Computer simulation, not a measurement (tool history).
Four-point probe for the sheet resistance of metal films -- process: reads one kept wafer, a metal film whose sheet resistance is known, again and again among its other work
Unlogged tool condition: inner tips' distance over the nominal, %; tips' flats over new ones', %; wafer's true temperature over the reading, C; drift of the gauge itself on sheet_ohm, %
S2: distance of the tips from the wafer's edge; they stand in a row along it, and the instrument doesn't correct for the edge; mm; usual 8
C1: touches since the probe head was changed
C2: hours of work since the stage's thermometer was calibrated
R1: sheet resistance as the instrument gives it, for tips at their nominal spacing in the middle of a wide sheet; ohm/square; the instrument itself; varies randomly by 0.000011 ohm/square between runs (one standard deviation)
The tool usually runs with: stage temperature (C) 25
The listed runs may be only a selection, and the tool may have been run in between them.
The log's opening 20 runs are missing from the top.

{"run": 21, "hour": 398.4, "stage temperature (C)": 25, "S2": 6, "C1": 36047, "C2": 1544, "R1": 0.056169}
{"run": 22, "hour": 414.6, "stage temperature (C)": 25, "S2": 6, "C1": 36532, "C2": 1553, "R1": 0.056166}
{"run": 23, "hour": 442.7, "stage temperature (C)": 25, "S2": 12, "C1": 37369, "C2": 1568, "R1": 0.055998}
{"run": 24, "hour": 463.1, "stage temperature (C)": 19, "S2": 15, "C1": 37978, "C2": 1579, "R1": 0.056217}
{"run": 25, "hour": 484.9, "stage temperature (C)": 19, "S2": 61, "C1": 38627, "C2": 1591, "R1": 0.05618}
{"run": 26, "hour": 498.6, "stage temperature (C)": 19, "S2": 5, "C1": 39038, "C2": 1598, "R1": 0.056485}
{"run": 27, "hour": 526.2, "stage temperature (C)": 31, "S2": 3, "C1": 39860, "C2": 1613, "R1": 0.056562}
{"run": 28, "hour": 547.9, "stage temperature (C)": 25, "S2": 9, "C1": 40506, "C2": 1625, "R1": 0.056057}
{"run": 29, "hour": 563.2, "stage temperature (C)": 25, "S2": 7, "C1": 40963, "C2": 1633, "R1": 0.056122}
{"run": 30, "hour": 588.6, "stage temperature (C)": 25, "S2": 7, "C1": 41722, "C2": 1647, "R1": 0.056126}
{"run": 31, "hour": 600.6, "stage temperature (C)": 21, "S2": 39, "C1": 42079, "C2": 1653, "R1": 0.056099}
{"run": 32, "hour": 622.3, "stage temperature (C)": 21, "S2": 39, "C1": 42727, "C2": 1665, "R1": 0.056108}
{"run": 33, "hour": 635.0, "stage temperature (C)": 18, "S2": 21, "C1": 43107, "C2": 1672, "R1": 0.056259}
{"run": 34, "hour": 652.0, "stage temperature (C)": 25, "S2": 12, "C1": 43615, "C2": 1681, "R1": 0.056018}
{"run": 35, "hour": 677.3, "stage temperature (C)": 21, "S2": 68, "C1": 44368, "C2": 1694, "R1": 0.056126}
{"run": 36, "hour": 698.3, "stage temperature (C)": 20, "S2": 18, "C1": 44994, "C2": 1706, "R1": 0.056206}
{"run": 37, "hour": 725.7, "stage temperature (C)": 18, "S2": 10, "C1": 45812, "C2": 1721, "R1": 0.056314}
{"run": 38, "hour": 739.5, "stage temperature (C)": 20, "S2": 35, "C1": 46224, "C2": 1728, "R1": 0.056161}
{"run": 39, "hour": 757.7, "stage temperature (C)": 20, "S2": 35, "C1": 46767, "C2": 1738, "R1": 0.056179}
{"run": 40, "hour": 786.4, "stage temperature (C)": 27, "S2": 13, "C1": 47625, "C2": 1753, "R1": 0.055945}
{"run": 41, "hour": 814.4, "stage temperature (C)": 18, "S2": 14, "C1": 48460, "C2": 1768, "R1": 0.056299}
{"run": 42, "hour": 827.3, "stage temperature (C)": 25, "S2": 6, "C1": 48842, "C2": 1775, "R1": 0.056204}
{"run": 43, "hour": 846.4, "stage temperature (C)": 25, "S2": 6, "C1": 49413, "C2": 1785, "R1": 0.056209}
{"run": 44, "hour": 873.6, "stage temperature (C)": 32, "S2": 4, "C1": 50224, "C2": 1800, "R1": 0.056206}
{"run": 45, "hour": 899.5, "stage temperature (C)": 25, "S2": 9, "C1": 50998, "C2": 1814, "R1": 0.056095}

Below are 4 alternative next runs, each starting from the tool's condition after run 45. Predict each:
{"run": "A", "hour": 916.2, "stage temperature (C)": 21, "S2": 40, "C1": 51497, "C2": 1823, "R1": "?"}
{"run": "B", "hour": 916.2, "stage temperature (C)": 27, "S2": 15, "C1": 51497, "C2": 1823, "R1": "?"}
{"run": "C", "hour": 916.2, "stage temperature (C)": 32, "S2": 55, "C1": 51497, "C2": 1823, "R1": "?"}
{"run": "D", "hour": 916.2, "stage temperature (C)": 20, "S2": 19, "C1": 51497, "C2": 1823, "R1": "?"}

run=A R1=0.056144
run=B R1=0.055964
run=C R1=0.055755
run=D R1=0.056196
With the hidden condition removed and each run's random variation left untouched, the same runs would have given:
run=A R1=0.055976
run=B R1=0.055795
run=C R1=0.055586
run=D R1=0.056028

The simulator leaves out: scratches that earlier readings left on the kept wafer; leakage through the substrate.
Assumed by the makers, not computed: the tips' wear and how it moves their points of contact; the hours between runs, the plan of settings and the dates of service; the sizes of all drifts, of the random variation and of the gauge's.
